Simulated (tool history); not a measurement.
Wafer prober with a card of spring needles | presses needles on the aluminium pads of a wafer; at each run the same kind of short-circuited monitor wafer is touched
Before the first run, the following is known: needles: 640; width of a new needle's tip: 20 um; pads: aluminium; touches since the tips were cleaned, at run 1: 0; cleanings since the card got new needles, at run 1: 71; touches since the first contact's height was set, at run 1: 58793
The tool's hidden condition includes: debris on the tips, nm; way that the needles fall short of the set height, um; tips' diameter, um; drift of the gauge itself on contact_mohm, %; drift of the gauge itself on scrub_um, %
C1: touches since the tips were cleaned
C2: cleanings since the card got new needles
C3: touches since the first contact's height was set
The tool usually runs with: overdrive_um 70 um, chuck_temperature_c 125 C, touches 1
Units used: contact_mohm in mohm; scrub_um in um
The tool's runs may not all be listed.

Run 1, day 0: usual settings; C1 0; C2 71; C3 58793. Result: contact_mohm 137 mohm, scrub_um 10.78 um.
At day 0.975: tips cleaned on abrasive film.
At day 1.396: height of the first contact set anew.
At day 1.942: tips cleaned on abrasive film.
At day 2.958: tips cleaned on abrasive film.
Run 2, day 3.538: usual settings but chuck_temperature_c 33 C; C1 6316; C2 74; C3 23326. Result: contact_mohm 123 mohm, scrub_um 10.74 um.
At day 3.946: tips cleaned on abrasive film.
At day 4.917: tips cleaned on abrasive film.
At day 5.9: tips cleaned on abrasive film.
Run 3, day 6.517: usual settings but chuck_temperature_c 40 C; C1 6736; C2 77; C3 55736. Result: contact_mohm 123 mohm, scrub_um 10.71 um.
At day 6.721: tips cleaned on abrasive film.
At day 7.696: tips cleaned on abrasive film.
At day 8.317: height of the first contact set anew.
At day 8.525: tips cleaned on abrasive film.
Run 4, day 8.65: usual settings but chuck_temperature_c 40 C; C1 1365; C2 80; C3 3580. Result: contact_mohm 121 mohm, scrub_um 10.73 um.
At day 9.425: tips cleaned on abrasive film.
At day 10.242: tips cleaned on abrasive film.
At day 11.242: tips cleaned on abrasive film.
Run 5, day 11.858: usual settings but chuck_temperature_c 40 C; C1 6781; C2 83; C3 38532. Result: contact_mohm 119 mohm, scrub_um 10.72 um.
At day 12.067: tips cleaned on abrasive film.
At day 12.883: tips cleaned on abrasive film.
At day 13.846: tips cleaned on abrasive film.
At day 14.825: tips cleaned on abrasive film.
At day 15.121: height of the first contact set anew.
Run 6, day 15.121: usual settings but touches 2; C1 3084; C2 87; C3 0. Result: contact_mohm 136 mohm, scrub_um 10.69 um.
At day 15.733: tips cleaned on abrasive film.
At day 16.704: tips cleaned on abrasive film.
Run 7, day 17.146: usual settings but touches 2; C1 4791; C2 89; C3 22019. Result: contact_mohm 140 mohm, scrub_um 10.69 um.
At day 17.554: tips cleaned on abrasive film.
At day 18.546: tips cleaned on abrasive film.
Run 8, day 18.75: usual settings but touches 2; C1 2257; C2 91; C3 39481. Result: contact_mohm 136 mohm, scrub_um 10.68 um.
At day 19.525: tips cleaned on abrasive film.
At day 20.508: tips cleaned on abrasive film.
At day 21.521: tips cleaned on abrasive film.
At day 21.942: height of the first contact set anew.
At day 22.508: tips cleaned on abrasive film.
Run 9, day 22.583: usual settings but touches 2; C1 796; C2 95; C3 6978. Result: contact_mohm 139 mohm, scrub_um 10.7 um.
At day 23.396: tips cleaned on abrasive film.
At day 24.412: tips cleaned on abrasive film.
At day 25.4: tips cleaned on abrasive film.
Run 10, day 25.4: usual settings but touches 2; C1 0; C2 98; C3 37617. Result: contact_mohm 137 mohm, scrub_um 10.67 um.
At day 26.396: tips cleaned on abrasive film.
At day 27.412: tips cleaned on abrasive film.
Run 11, day 27.458: usual settings but touches 2; C1 484; C2 100; C3 60026. Result: contact_mohm 137 mohm, scrub_um 10.69 um.
At day 28.271: tips cleaned on abrasive film.
At day 28.892: height of the first contact set anew.
At day 29.288: tips cleaned on abrasive film.
At day 30.246: tips cleaned on abrasive film.
Run 12, day 30.317: usual settings but touches 2; C1 770; C2 103; C3 15481. Result: contact_mohm 137 mohm, scrub_um 10.63 um.
At day 31.104: tips cleaned on abrasive film.
At day 32.121: tips cleaned on abrasive film.
Run 13, day 32.792: usual settings but touches 2; C1 7347; C2 105; C3 42453. Result: contact_mohm 140 mohm, scrub_um 10.61 um.
At day 33: tips cleaned on abrasive film.
At day 34.004: tips cleaned on abrasive film.
Run 14, day 34.738: usual settings but touches 2; C1 8011; C2 107; C3 63622. Result: contact_mohm 137 mohm, scrub_um 10.63 um.
At day 34.904: tips cleaned on abrasive film.
At day 35.721: tips cleaned on abrasive film.
At day 35.733: height of the first contact set anew.
At day 36.717: tips cleaned on abrasive film.
At day 37.7: tips cleaned on abrasive film.
Run 15, day 37.7: usual settings but touches 2; C1 0; C2 111; C3 21416. Result: contact_mohm 135 mohm, scrub_um 10.6 um.
At day 38.512: tips cleaned on abrasive film.
At day 39.329: tips cleaned on abrasive film.
Run 16, day 39.333: usual settings but overdrive_um 78 um, chuck_temperature_c 121 C, touches 2; C1 58; C2 113; C3 39192. Result: contact_mohm 134 mohm, scrub_um 11.79 um.
At day 40.3: tips cleaned on abrasive film.
At day 41.117: tips cleaned on abrasive film.
Run 17, day 41.638: usual settings but overdrive_um 62 um, chuck_temperature_c 87 C, touches 2; C1 5682; C2 115; C3 64258. Result: contact_mohm 135 mohm, scrub_um 9.34 um.
At day 42.046: tips cleaned on abrasive film.
At day 42.667: height of the first contact set anew.
At day 43.075: tips cleaned on abrasive film.
At day 43.983: tips cleaned on abrasive film.
Run 18, day 44.312: usual settings but overdrive_um 60 um; C1 3624; C2 118; C3 17910. Result: contact_mohm 144 mohm, scrub_um 9.07 um.
At day 44.888: tips cleaned on abrasive film.
At day 45.704: tips cleaned on abrasive film.
At day 46.717: tips cleaned on abrasive film.
At day 47.646: tips cleaned on abrasive film.
Run 19, day 48: usual settings but overdrive_um 60 um; C1 3872; C2 122; C3 58015. Result: contact_mohm 144 mohm, scrub_um 9.07 um.
At day 48.612: tips cleaned on abrasive film.
At day 49.583: tips cleaned on abrasive film.
At day 49.596: height of the first contact set anew.
At day 50.612: tips cleaned on abrasive film.
At day 51.579: tips cleaned on abrasive film.
Run 20, day 51.867: usual settings but overdrive_um 81 um; C1 3181; C2 126; C3 24734. Result: contact_mohm 133 mohm, scrub_um 12.18 um.
At day 52.479: tips cleaned on abrasive film.
At day 53.296: tips cleaned on abrasive film.
Run 21, day 53.554: usual settings but overdrive_um 52 um, chuck_temperature_c 103 C; C1 2842; C2 128; C3 43080. Result: contact_mohm 146 mohm, scrub_um 7.82 um.
At day 54.3: tips cleaned on abrasive film.
At day 55.267: tips cleaned on abrasive film.
Run 22, day 55.862: usual settings but overdrive_um 51 um, chuck_temperature_c 93 C, touches 3; C1 6500; C2 130; C3 68195. Result: contact_mohm 146 mohm, scrub_um 7.67 um.

Run 23 has not been measured yet. What should we expect?
At day 56.238: tips cleaned on abrasive film.
At day 56.454: height of the first contact set anew.
At day 57.212: tips cleaned on abrasive film.
At day 58.208: tips cleaned on abrasive film.
Run 23, day 58.75: usual settings but overdrive_um 51 um, chuck_temperature_c 93 C, touches 3; C1 5893; C2 133; C3 25004. Result: contact_mohm ?, scrub_um ?.

Run 23 measured contact_mohm 144 mohm, scrub_um 7.67 um.
If the tool had no hidden condition, the same run with the same run-to-run variation would have returned contact_mohm 144 mohm, scrub_um 7.85 um.
